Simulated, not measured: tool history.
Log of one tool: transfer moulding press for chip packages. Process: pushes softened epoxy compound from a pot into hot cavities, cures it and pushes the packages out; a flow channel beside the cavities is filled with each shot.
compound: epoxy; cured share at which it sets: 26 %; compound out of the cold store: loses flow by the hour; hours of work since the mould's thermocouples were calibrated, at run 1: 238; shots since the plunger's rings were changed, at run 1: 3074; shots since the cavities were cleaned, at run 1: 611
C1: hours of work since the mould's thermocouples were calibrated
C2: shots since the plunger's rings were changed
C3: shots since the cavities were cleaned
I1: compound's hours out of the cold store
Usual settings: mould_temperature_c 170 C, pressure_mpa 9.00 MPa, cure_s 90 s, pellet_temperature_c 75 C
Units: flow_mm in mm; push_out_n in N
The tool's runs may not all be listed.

{"run": 1, "hour": 0.0, "mould_temperature_c": 170, "pressure_mpa": 9.0, "cure_s": 90, "pellet_temperature_c": 75, "C1": 238, "C2": 3074, "C3": 611, "I1": 22.4, "flow_mm": 895, "push_out_n": 876}
{"hour": 4.1, "done": "cavities cleaned with cleaning compound and waxed"}
{"run": 2, "hour": 16.4, "mould_temperature_c": 170, "pressure_mpa": 9.0, "cure_s": 90, "pellet_temperature_c": 75, "C1": 249, "C2": 3299, "C3": 186, "I1": 33.5, "flow_mm": 829, "push_out_n": 724}
{"run": 3, "hour": 34.4, "mould_temperature_c": 170, "pressure_mpa": 9.0, "cure_s": 90, "pellet_temperature_c": 75, "C1": 261, "C2": 3572, "C3": 459, "I1": 13.2, "flow_mm": 945, "push_out_n": 875}
{"hour": 47.6, "done": "cavities cleaned with cleaning compound and waxed"}
{"run": 4, "hour": 53.1, "mould_temperature_c": 170, "pressure_mpa": 9.0, "cure_s": 90, "pellet_temperature_c": 75, "C1": 273, "C2": 3833, "C3": 83, "I1": 26.6, "flow_mm": 863, "push_out_n": 672}
{"run": 5, "hour": 73.5, "mould_temperature_c": 170, "pressure_mpa": 9.0, "cure_s": 90, "pellet_temperature_c": 77, "C1": 287, "C2": 4141, "C3": 391, "I1": 27.5, "flow_mm": 861, "push_out_n": 801}
{"hour": 89.9, "done": "cavities cleaned with cleaning compound and waxed"}
{"run": 6, "hour": 98.5, "mould_temperature_c": 170, "pressure_mpa": 9.0, "cure_s": 90, "pellet_temperature_c": 77, "C1": 303, "C2": 4497, "C3": 130, "I1": 21.7, "flow_mm": 888, "push_out_n": 705}
{"run": 7, "hour": 114.2, "mould_temperature_c": 170, "pressure_mpa": 9.0, "cure_s": 90, "pellet_temperature_c": 77, "C1": 314, "C2": 4736, "C3": 369, "I1": 43.0, "flow_mm": 770, "push_out_n": 762}
{"hour": 134.7, "done": "cavities cleaned with cleaning compound and waxed"}
{"run": 8, "hour": 146.0, "mould_temperature_c": 170, "pressure_mpa": 9.0, "cure_s": 90, "pellet_temperature_c": 77, "C1": 335, "C2": 5195, "C3": 172, "I1": 33.4, "flow_mm": 824, "push_out_n": 682}
{"run": 9, "hour": 173.0, "mould_temperature_c": 170, "pressure_mpa": 9.0, "cure_s": 90, "pellet_temperature_c": 77, "C1": 354, "C2": 5603, "C3": 580, "I1": 43.6, "flow_mm": 762, "push_out_n": 782}
{"hour": 177.1, "done": "cavities cleaned with cleaning compound and waxed"}
{"hour": 181.6, "done": "plunger's sealing rings changed"}
{"run": 10, "hour": 203.8, "mould_temperature_c": 170, "pressure_mpa": 9.0, "cure_s": 90, "pellet_temperature_c": 77, "C1": 372, "C2": 336, "C3": 367, "I1": 18.5, "flow_mm": 940, "push_out_n": 801}
{"hour": 207.6, "done": "mould's thermocouples calibrated"}
{"hour": 224.7, "done": "cavities cleaned with cleaning compound and waxed"}
{"run": 11, "hour": 229.4, "mould_temperature_c": 170, "pressure_mpa": 9.0, "cure_s": 90, "pellet_temperature_c": 77, "C1": 14, "C2": 671, "C3": 71, "I1": 34.3, "flow_mm": 842, "push_out_n": 603}
{"run": 12, "hour": 252.4, "mould_temperature_c": 170, "pressure_mpa": 9.0, "cure_s": 90, "pellet_temperature_c": 77, "C1": 30, "C2": 1018, "C3": 418, "I1": 12.7, "flow_mm": 973, "push_out_n": 819}
{"hour": 267.3, "done": "cavities cleaned with cleaning compound and waxed"}
{"hour": 278.8, "done": "mould's thermocouples calibrated, once more"}
{"run": 13, "hour": 280.8, "mould_temperature_c": 170, "pressure_mpa": 9.0, "cure_s": 90, "pellet_temperature_c": 77, "C1": 1, "C2": 1396, "C3": 175, "I1": 12.8, "flow_mm": 971, "push_out_n": 743}
{"run": 14, "hour": 308.9, "mould_temperature_c": 168, "pressure_mpa": 9.17, "cure_s": 90, "pellet_temperature_c": 77, "C1": 21, "C2": 1822, "C3": 601, "I1": 8.2, "flow_mm": 1011, "push_out_n": 1097}
{"hour": 313.5, "done": "cavities cleaned with cleaning compound and waxed"}
{"run": 15, "hour": 329.3, "mould_temperature_c": 170, "pressure_mpa": 9.0, "cure_s": 73, "pellet_temperature_c": 75, "C1": 34, "C2": 2108, "C3": 239, "I1": 25.7, "flow_mm": 885, "push_out_n": 1266}
{"hour": 355.8, "done": "cavities cleaned with cleaning compound and waxed"}
{"run": 16, "hour": 358.8, "mould_temperature_c": 170, "pressure_mpa": 9.0, "cure_s": 81, "pellet_temperature_c": 85, "C1": 53, "C2": 2532, "C3": 46, "I1": 22.7, "flow_mm": 897, "push_out_n": 812}
{"run": 17, "hour": 384.6, "mould_temperature_c": 170, "pressure_mpa": 9.0, "cure_s": 81, "pellet_temperature_c": 85, "C1": 71, "C2": 2923, "C3": 437, "I1": 20.0, "flow_mm": 915, "push_out_n": 1065}
{"hour": 399.0, "done": "cavities cleaned with cleaning compound and waxed"}
{"run": 18, "hour": 420.3, "mould_temperature_c": 170, "pressure_mpa": 10.03, "cure_s": 96, "pellet_temperature_c": 75, "C1": 95, "C2": 3441, "C3": 323, "I1": 38.5, "flow_mm": 848, "push_out_n": 687}
{"hour": 442.6, "done": "cavities cleaned with cleaning compound and waxed"}
{"run": 19, "hour": 442.6, "mould_temperature_c": 170, "pressure_mpa": 10.03, "cure_s": 96, "pellet_temperature_c": 75, "C1": 109, "C2": 3755, "C3": 0, "I1": 31.6, "flow_mm": 887, "push_out_n": 530}
{"run": 20, "hour": 470.4, "mould_temperature_c": 170, "pressure_mpa": 9.1, "cure_s": 90, "pellet_temperature_c": 72, "C1": 128, "C2": 4176, "C3": 421, "I1": 29.6, "flow_mm": 858, "push_out_n": 848}
{"hour": 487.3, "done": "cavities cleaned with cleaning compound and waxed"}
{"run": 21, "hour": 490.8, "mould_temperature_c": 170, "pressure_mpa": 9.1, "cure_s": 76, "pellet_temperature_c": 69, "C1": 141, "C2": 4463, "C3": 54, "I1": 8.5, "flow_mm": 985, "push_out_n": 1119}
{"run": 22, "hour": 511.7, "mould_temperature_c": 171, "pressure_mpa": 7.38, "cure_s": 116, "pellet_temperature_c": 74, "C1": 156, "C2": 4779, "C3": 370, "I1": 39.1, "flow_mm": 720, "push_out_n": 570}
{"hour": 530.8, "done": "cavities cleaned with cleaning compound and waxed"}
{"run": 23, "hour": 539.7, "mould_temperature_c": 169, "pressure_mpa": 9.0, "cure_s": 90, "pellet_temperature_c": 75, "C1": 174, "C2": 5180, "C3": 134, "I1": 35.7, "flow_mm": 810, "push_out_n": 672}
{"run": 24, "hour": 566.0, "mould_temperature_c": 169, "pressure_mpa": 9.0, "cure_s": 90, "pellet_temperature_c": 75, "C1": 192, "C2": 5578, "C3": 532, "I1": 35.8, "flow_mm": 812, "push_out_n": 894}
{"hour": 574.9, "done": "plunger's sealing rings changed"}
{"hour": 576.4, "done": "cavities cleaned with cleaning compound and waxed"}
{"run": 25, "hour": 589.4, "mould_temperature_c": 169, "pressure_mpa": 9.0, "cure_s": 90, "pellet_temperature_c": 75, "C1": 206, "C2": 197, "C3": 197, "I1": 46.0, "flow_mm": 785, "push_out_n": 728}
{"hour": 619.0, "done": "cavities cleaned with cleaning compound and waxed"}
{"run": 26, "hour": 619.9, "mould_temperature_c": 168, "pressure_mpa": 9.0, "cure_s": 90, "pellet_temperature_c": 72, "C1": 226, "C2": 635, "C3": 13, "I1": 8.7, "flow_mm": 1009, "push_out_n": 746}

3 ways to go on from here, each from the tool as it stands after run 26. What would each give?
{"run": "A", "hour": 652.3, "mould_temperature_c": 170, "pressure_mpa": 8.96, "cure_s": 97, "pellet_temperature_c": 81, "C1": 248, "C2": 1126, "C3": 504, "I1": 8.1, "flow_mm": "?", "push_out_n": "?"}
{"run": "B", "hour": 652.3, "mould_temperature_c": 168, "pressure_mpa": 7.93, "cure_s": 110, "pellet_temperature_c": 72, "C1": 248, "C2": 1126, "C3": 504, "I1": 24.5, "flow_mm": "?", "push_out_n": "?"}
{"run": "C", "hour": 652.3, "mould_temperature_c": 168, "pressure_mpa": 9.16, "cure_s": 114, "pellet_temperature_c": 66, "C1": 248, "C2": 1126, "C3": 504, "I1": 8.5, "flow_mm": "?", "push_out_n": "?"}

run=A flow_mm=1002 push_out_n=744
run=B flow_mm=845 push_out_n=667
run=C flow_mm=1016 push_out_n=669
Without the tool's hidden state the same runs would have given:
run=A flow_mm=1011 push_out_n=522
run=B flow_mm=852 push_out_n=464
run=C flow_mm=1025 push_out_n=467

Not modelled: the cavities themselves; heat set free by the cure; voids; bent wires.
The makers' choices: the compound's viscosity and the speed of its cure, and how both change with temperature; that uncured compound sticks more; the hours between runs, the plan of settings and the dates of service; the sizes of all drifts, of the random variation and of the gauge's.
